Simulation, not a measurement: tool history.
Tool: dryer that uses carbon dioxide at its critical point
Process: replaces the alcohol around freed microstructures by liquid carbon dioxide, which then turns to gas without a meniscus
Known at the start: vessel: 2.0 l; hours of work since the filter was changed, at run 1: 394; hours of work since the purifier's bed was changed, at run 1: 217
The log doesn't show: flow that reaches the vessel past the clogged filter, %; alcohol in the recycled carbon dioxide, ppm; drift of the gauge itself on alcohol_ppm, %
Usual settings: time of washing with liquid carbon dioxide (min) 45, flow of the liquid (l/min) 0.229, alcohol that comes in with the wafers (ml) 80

run	hour	time of washing with liquid carbon dioxide (min)	flow of the liquid (l/min)	alcohol that comes in with the wafers (ml)	hours of work since the filter was changed	hours of work since the purifier's bed was changed	alcohol left in the vessel before it's heated (ppm by volume)
1	0	45	0.229	80	394	217	793
2	10.2	44	0.229	80	401	224	869
3	22	44	0.229	80	409	232	853
4	33.1	45	0.229	29	417	239	350
5	45.3	45	0.229	80	426	248	810
6	52.8	45	0.229	80	431	253	854
7	68.9	45	0.229	80	442	264	847
8	78.4	45	0.229	22	448	271	318
9	90.6	45	0.229	22	457	279	326
10	103.8	45	0.229	22	466	288	328
11	119.1	45	0.229	22	476	299	331
12	134	67	0.382	27	487	309	128
# hour 141.1: inlet filter changed
13	144.3	65	0.272	21	2	315	134
14	157.8	34	0.229	105	12	325	2103
15	167.5	62	0.229	105	18	331	274
16	182.9	30	0.303	47	29	342	632
17	197.4	30	0.279	54	39	352	938
18	212.4	53	0.216	54	49	362	393
19	226.9	53	0.183	73	59	372	868

Hidden state or all else? Some run-to-run changes of alcohol left in the vessel before it's heated (ppm by volume), split into what the settings, what came in and random variation would give without the hidden state, and what is left for the hidden state (with any gauge scatter that isn't in both results):
Run 7 -> 8: alcohol that comes in with the wafers (ml) 80 -> 22. alcohol left in the vessel before it's heated (ppm by volume) -529: hidden state -143, all else -386.
Run 13 -> 14: time of washing with liquid carbon dioxide (min) 65 -> 34, flow of the liquid (l/min) 0.272 -> 0.229, alcohol that comes in with the wafers (ml) 21 -> 105. alcohol left in the vessel before it's heated (ppm by volume) +1969: hidden state +19, all else +1950.
